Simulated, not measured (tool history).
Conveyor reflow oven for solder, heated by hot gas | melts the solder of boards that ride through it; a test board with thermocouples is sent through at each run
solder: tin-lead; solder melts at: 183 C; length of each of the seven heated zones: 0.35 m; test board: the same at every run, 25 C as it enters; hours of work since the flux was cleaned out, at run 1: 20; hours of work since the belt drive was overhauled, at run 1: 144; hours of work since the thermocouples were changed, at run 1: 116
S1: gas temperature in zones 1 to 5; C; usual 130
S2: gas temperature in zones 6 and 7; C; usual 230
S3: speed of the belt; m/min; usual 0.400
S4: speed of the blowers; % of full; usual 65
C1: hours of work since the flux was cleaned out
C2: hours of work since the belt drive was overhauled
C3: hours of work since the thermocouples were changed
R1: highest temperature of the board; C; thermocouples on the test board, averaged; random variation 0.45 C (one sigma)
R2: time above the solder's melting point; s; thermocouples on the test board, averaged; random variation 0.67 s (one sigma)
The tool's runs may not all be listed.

run	hour	S1	S2	S3	S4	C1	C2	C3	R1	R2
1	0.0	130	230	0.400	65	20	144	116	215.0	72.5
2	7.8	130	230	0.400	88	25	150	121	218.3	80.2
3	14.0	130	230	0.400	88	30	154	125	218.7	79.4
4	21.3	130	230	0.422	65	34	159	130	213.5	67.1
5	28.8	130	230	0.454	65	39	164	135	210.9	58.7
6	35.0	130	230	0.454	65	44	168	139	210.1	58.2
7	44.2	130	230	0.428	65	50	174	145	212.0	65.1
8	52.0	130	230	0.428	65	55	179	150	212.3	65.4
9	59.3	130	230	0.419	65	60	184	155	212.8	67.7
10	65.9	130	230	0.324	65	64	188	159	219.2	100.2
11	71.6	130	230	0.324	65	68	192	163	219.3	99.4
12	79.6	130	228	0.324	65	73	197	169	217.7	97.3
13	89.6	130	228	0.324	62	80	204	175	217.5	95.9
14	99.7	130	230	0.400	51	87	211	182	209.4	66.0
15	110.5	130	230	0.400	51	94	218	189	209.5	65.1
16	119.5	119	230	0.400	65	100	224	195	211.9	65.4
17	130.3	130	226	0.401	86	107	231	202	214.5	74.0
18	136.3	132	230	0.459	57	111	235	206	207.2	52.6
19	144.8	130	241	0.400	51	117	241	212	218.8	77.6
20	155.2	130	230	0.377	82	124	248	219	217.5	83.1
21	164.3	130	230	0.377	82	130	254	225	218.6	82.4
22	172.9	130	234	0.400	79	135	260	231	220.3	79.7
23	177.9	130	234	0.400	79	139	263	234	219.1	80.4
24	185.5	144	230	0.348	70	144	268	239	220.1	99.2
25	195.3	144	230	0.348	70	150	274	246	219.9	98.5
26	204.5	144	227	0.393	70	156	280	252	213.6	81.4
27	213.1	130	230	0.400	73	162	286	257	214.9	72.9
28	221.9	141	230	0.373	53	168	292	263	214.1	83.2
29	233.5	127	236	0.340	62	176	300	271	222.3	94.4
30	243.9	130	230	0.379	78	183	307	278	216.9	80.0
31	249.0	116	230	0.384	78	186	310	281	214.6	72.1

3 ways to go on from here, each from the tool as it stands after run 31. What would each give?
A	255.2	130	230	0.400	56	190	314	286	?	?
B	255.2	116	230	0.395	86	190	314	286	?	?
C	255.2	116	244	0.384	78	190	314	286	?	?

run	R1	R2
A	210.8	67.0
B	214.8	70.5
C	227.4	82.8
Without the tool's hidden state the same runs would have given:
run	R1	R2
A	213.5	70.8
B	217.9	74.5
C	230.6	85.7

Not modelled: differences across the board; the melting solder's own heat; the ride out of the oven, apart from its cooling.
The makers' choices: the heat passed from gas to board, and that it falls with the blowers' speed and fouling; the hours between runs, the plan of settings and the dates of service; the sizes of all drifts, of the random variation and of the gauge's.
